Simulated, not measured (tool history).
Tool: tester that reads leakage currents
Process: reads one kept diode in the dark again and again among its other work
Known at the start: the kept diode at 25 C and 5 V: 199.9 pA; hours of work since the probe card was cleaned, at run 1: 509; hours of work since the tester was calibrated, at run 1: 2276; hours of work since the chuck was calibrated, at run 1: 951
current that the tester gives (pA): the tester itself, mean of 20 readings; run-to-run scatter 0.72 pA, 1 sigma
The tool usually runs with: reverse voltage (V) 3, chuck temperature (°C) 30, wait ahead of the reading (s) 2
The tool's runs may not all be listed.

run	hour	reverse voltage (V)	chuck temperature (°C)	wait ahead of the reading (s)	hours of work since the probe card was cleaned	hours of work since the tester was calibrated	hours of work since the chuck was calibrated	current that the tester gives (pA)
1	0	3	30	2	509	2276	951	230.64
2	161.6	3	30	2	622	2388	1064	228.18
3	262.7	3	30	2	692	2458	1134	228.54
4	362.6	3	30	2	762	2528	1203	226.77
5	590.6	3	48	2	920	2686	1362	745.46
# hour 727.6: chuck's temperature calibrated
6	814.8	3	48	2	1075	2841	61	794.34
7	957	3	48	2	1173	2940	160	798.54
8	1181.1	3	48	2.33	1329	3095	315	787.32
9	1389.5	3	48	2.33	1474	3240	460	779.51
10	1513.1	3	48	2.33	1560	3326	546	779.22
11	1708.8	3	30	2	1696	3462	682	231.74
12	1856.9	3	30	2	1799	3565	785	230.7
# hour 1869.5: tester calibrated
13	2040.9	3	30	2	1926	119	912	228.27
14	2140.3	3	22	2	1995	188	981	127.91
15	2235.7	3	30	2	2061	255	1047	227.16
# hour 2249.4: tester calibrated, once more
16	2444.4	3	30	2	2205	136	1191	219.78
17	2580.2	3.5	39	0.56	2299	230	1285	428.46
18	2812.4	10.67	36	0.59	2461	391	1447	520.35
# hour 2824.8: chuck's temperature calibrated
19	3013.8	2	30	2	2599	530	131	208.86
20	3247.4	1.94	21	1.71	2762	693	294	107.04
21	3428.3	1.94	21	1.71	2887	818	420	105.7
22	3661.9	1.94	21	1.71	3050	981	582	104.07

The next listed run, before its measurement:
# hour 3851.8: probe card cleaned and baked
23	3897	1.94	21	1.71	31	1142	743	?

Logged for run 23: current that the tester gives (pA) 101.62.
With no hidden state in the tool, this same run would have given current that the tester gives (pA) 106.14.
